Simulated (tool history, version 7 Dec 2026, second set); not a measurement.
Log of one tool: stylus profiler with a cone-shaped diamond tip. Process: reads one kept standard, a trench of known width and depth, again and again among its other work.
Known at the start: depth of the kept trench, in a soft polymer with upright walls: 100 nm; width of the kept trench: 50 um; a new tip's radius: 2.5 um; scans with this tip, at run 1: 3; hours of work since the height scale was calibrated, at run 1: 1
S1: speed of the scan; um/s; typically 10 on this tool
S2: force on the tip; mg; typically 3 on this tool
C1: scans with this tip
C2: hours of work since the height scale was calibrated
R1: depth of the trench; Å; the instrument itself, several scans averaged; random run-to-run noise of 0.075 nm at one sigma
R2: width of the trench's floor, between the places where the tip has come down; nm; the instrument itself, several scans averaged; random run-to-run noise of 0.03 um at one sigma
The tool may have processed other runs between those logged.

Run 1, hour 0: usual settings; C1 3; C2 1. Result: R1 1017.2 Å, R2 48580 nm.
Run 2, hour 52.8: usual settings; C1 190; C2 26. Result: R1 1016.3 Å, R2 48540 nm.
Run 3, hour 96.3: usual settings but S2 6.95 mg; C1 343; C2 47. Result: R1 1027.3 Å, R2 48550 nm.
Run 4, hour 146.8: usual settings but S2 6.95 mg; C1 521; C2 71. Result: R1 1029.8 Å, R2 48480 nm.
Run 5, hour 185.2: usual settings; C1 656; C2 89. Result: R1 1018.1 Å, R2 48540 nm.
Run 6, hour 223.3: usual settings; C1 791; C2 107. Result: R1 1017.8 Å, R2 48550 nm.
Run 7, hour 288.7: usual settings; C1 1021; C2 138. Result: R1 1016 Å, R2 48480 nm.
Run 8, hour 327.6: usual settings but S1 13 um/s; C1 1158; C2 157. Result: R1 1017.9 Å, R2 48520 nm.
Run 9, hour 368.2: usual settings; C1 1301; C2 176. Result: R1 1017.5 Å, R2 48500 nm.
Run 10, hour 400.7: usual settings; C1 1416; C2 192. Result: R1 1016.6 Å, R2 48470 nm.
Run 11, hour 455: usual settings; C1 1607; C2 218. Result: R1 1017.6 Å, R2 48470 nm.
Run 12, hour 498.9: usual settings; C1 1762; C2 239. Result: R1 1016.4 Å, R2 48430 nm.
Run 13, hour 551.9: usual settings; C1 1949; C2 264. Result: R1 1016.3 Å, R2 48440 nm.
Run 14, hour 582.7: usual settings but S2 7.5 mg; C1 2057; C2 279. Result: R1 1030.8 Å, R2 48470 nm.
Run 15, hour 619.3: usual settings but S2 3.5 mg; C1 2187; C2 296. Result: R1 1019.7 Å, R2 48480 nm.
Run 16, hour 650: usual settings but S2 3.5 mg; C1 2295; C2 311. Result: R1 1019.8 Å, R2 48480 nm.
Run 17, hour 681.4: usual settings but S2 3.5 mg; C1 2405; C2 326. Result: R1 1019 Å, R2 48410 nm.
Run 18, hour 719: usual settings but S2 3.5 mg; C1 2538; C2 344. Result: R1 1019.8 Å, R2 48420 nm.
Run 19, hour 761.2: usual settings but S2 3.5 mg; C1 2687; C2 364. Result: R1 1019.5 Å, R2 48460 nm.
Run 20, hour 818.7: usual settings but S2 3.5 mg; C1 2890; C2 392. Result: R1 1019.5 Å, R2 48430 nm.
Run 21, hour 864.7: usual settings but S1 6 um/s, S2 3.51 mg; C1 3052; C2 414. Result: R1 1020.1 Å, R2 48460 nm.
Run 22, hour 916.7: usual settings but S1 4 um/s, S2 4.53 mg; C1 3235; C2 438. Result: R1 1022.6 Å, R2 48470 nm.
Run 23, hour 946.5: usual settings but S1 4 um/s, S2 4.53 mg; C1 3340; C2 453. Result: R1 1023 Å, R2 48360 nm.
Run 24, hour 999.8: usual settings but S1 2 um/s, S2 1.17 mg; C1 3528; C2 478. Result: R1 1008.8 Å, R2 48410 nm.
Run 25, hour 1050.6: usual settings but S1 24 um/s, S2 2.21 mg; C1 3707; C2 502. Result: R1 1014.9 Å, R2 48350 nm.
Run 26, hour 1081.3: usual settings but S1 5 um/s, S2 2.62 mg; C1 3815; C2 517. Result: R1 1016.6 Å, R2 48380 nm.
Run 27, hour 1134.2: usual settings but S1 3 um/s, S2 1.2 mg; C1 4002; C2 542. Result: R1 1011.5 Å, R2 48390 nm.
Run 28, hour 1197: usual settings but S1 14 um/s; C1 4223; C2 572. Result: R1 1018.3 Å, R2 48350 nm.
Run 29, hour 1242.5: usual settings but S1 6 um/s, S2 1.36 mg; C1 4384; C2 594. Result: R1 1011.8 Å, R2 48340 nm.
Run 30, hour 1305.2: usual settings but S1 40 um/s, S2 4.82 mg; C1 4605; C2 624. Result: R1 1023.9 Å, R2 48240 nm.
Run 31, hour 1356.9: usual settings but S1 27 um/s, S2 8.37 mg; C1 4787; C2 649. Result: R1 1034 Å, R2 48330 nm.
Run 32, hour 1387.8: usual settings but S1 33 um/s, S2 7.62 mg; C1 4896; C2 663. Result: R1 1033.9 Å, R2 48390 nm.
Run 33, hour 1428: usual settings but S1 33 um/s, S2 7.62 mg; C1 5038; C2 683. Result: R1 1033.5 Å, R2 48290 nm.
Run 34, hour 1479.6: usual settings but S1 33 um/s, S2 7.62 mg; C1 5220; C2 707. Result: R1 1033.1 Å, R2 48310 nm.
Run 35, hour 1519.4: usual settings but S1 33 um/s, S2 7.62 mg; C1 5360; C2 726. Result: R1 1032.6 Å, R2 48250 nm.
Run 36, hour 1547.2: usual settings but S1 33 um/s, S2 7.62 mg; C1 5458; C2 740. Result: R1 1033.8 Å, R2 48340 nm.
Run 37, hour 1599.8: usual settings but S1 33 um/s, S2 7.62 mg; C1 5643; C2 765. Result: R1 1031.6 Å, R2 48270 nm.
Run 38, hour 1646.7: usual settings but S1 3 um/s, S2 3.01 mg; C1 5809; C2 787. Result: R1 1019.5 Å, R2 48310 nm.
Run 39, hour 1676.3: usual settings but S1 36 um/s, S2 2.65 mg; C1 5913; C2 801. Result: R1 1017.7 Å, R2 48210 nm.

Below, each run's measurement less what the same run would have read without the hidden state. Both values contain the same run-to-run variation, but the gauge's scatter may not be the same in both:
Hidden state present: radius of the tip, um; height scale over the true one, %; drift of the gauge itself on depth_nm, %; drift of the gauge itself on floor_um, %.
run    R1    R2
  1  -0.1   -30
  2  -0.1   -30
  3  -0.1   -40
  4  +0.1   -50
  5  +0.1   -60
  6  +0.1   -60
  7  +0.2   -70
  8  +0.3   -70
  9  +0.3   -80
 10  +0.3   -90
 11  +0.4   -90
 12  +0.5  -100
 13  +0.5  -110
 14  +0.6  -120
 15  +0.6  -120
 16  +0.6  -120
 17  +0.7  -130
 18  +0.7  -140
 19  +0.8  -140
 20  +0.8  -150
 21  +0.9  -150
 22    +1  -160
 23    +1  -160
 24  +1.1  -180
 25  +1.2  -180
 26  +1.2  -180
 27  +1.2  -190
 28  +1.3  -200
 29  +1.4  -210
 30  +1.5  -220
 31  +1.5  -230
 32  +1.6  -230
 33  +1.7  -230
 34  +1.7  -240
 35  +1.8  -240
 36  +1.8  -250
 37  +1.9  -260
 38  +1.9  -260
 39  +1.9  -260
